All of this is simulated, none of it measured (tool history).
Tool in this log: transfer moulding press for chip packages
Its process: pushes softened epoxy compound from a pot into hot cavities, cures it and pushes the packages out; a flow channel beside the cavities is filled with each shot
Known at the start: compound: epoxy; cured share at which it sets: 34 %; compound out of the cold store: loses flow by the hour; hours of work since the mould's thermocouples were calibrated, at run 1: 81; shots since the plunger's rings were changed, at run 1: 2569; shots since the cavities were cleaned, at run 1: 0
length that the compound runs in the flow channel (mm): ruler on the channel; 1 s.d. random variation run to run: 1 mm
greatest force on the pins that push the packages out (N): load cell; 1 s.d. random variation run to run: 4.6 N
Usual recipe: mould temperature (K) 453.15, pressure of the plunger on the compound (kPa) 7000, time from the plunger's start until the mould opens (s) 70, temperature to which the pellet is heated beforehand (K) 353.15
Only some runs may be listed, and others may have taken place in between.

| run | day | mould temperature (K) | pressure of the plunger on the compound (kPa) | time from the plunger's start until the mould opens (s) | temperature to which the pellet is heated beforehand (K) | hours of work since the mould's thermocouples were calibrated | shots since the plunger's rings were changed | shots since the cavities were cleaned | incoming compound's hours out of the cold store | length that the compound runs in the flow channel (mm) | greatest force on the pins that push the packages out (N) |
|---|---|---|---|---|---|---|---|---|---|---|---|
| 1 | 0.000 | 453.15 | 7000 | 70 | 353.15 | 81 | 2569 | 0 | 17.9 | 544.9 | 239 |
| 2 | 0.396 | 445.15 | 7000 | 70 | 353.15 | 86 | 2699 | 130 | 12.7 | 568.0 | 442 |
| 3 | 0.725 | 445.15 | 7000 | 70 | 353.15 | 91 | 2806 | 237 | 47.1 | 489.9 | 423 |
| 4 | 1.267 | 445.15 | 7000 | 70 | 353.15 | 98 | 2983 | 414 | 43.9 | 495.2 | 449 |
| 5 | 1.558 | 445.15 | 7000 | 70 | 353.15 | 102 | 3079 | 510 | 46.8 | 489.4 | 462 |
|  | 1.958 | cavities cleaned with cleaning compound and waxed |
| 6 | 1.988 | 445.15 | 7000 | 70 | 353.15 | 107 | 3199 | 10 | 9.9 | 571.1 | 609 |
| 7 | 2.329 | 454.15 | 7000 | 60 | 353.15 | 112 | 3310 | 121 | 38.8 | 494.3 | 466 |

Predict the results of run 8:
| 8 | 2.975 | 454.15 | 7000 | 60 | 358.15 | 121 | 3522 | 333 | 34.7 | ? | ? |

{"run 8": {"length that the compound runs in the flow channel (mm)": 500.4, "greatest force on the pins that push the packages out (N)": 476}}
Were there no unlogged condition in the tool, this run, its random variation unchanged, would have produced length that the compound runs in the flow channel (mm) 520.1, greatest force on the pins that push the packages out (N) 314.

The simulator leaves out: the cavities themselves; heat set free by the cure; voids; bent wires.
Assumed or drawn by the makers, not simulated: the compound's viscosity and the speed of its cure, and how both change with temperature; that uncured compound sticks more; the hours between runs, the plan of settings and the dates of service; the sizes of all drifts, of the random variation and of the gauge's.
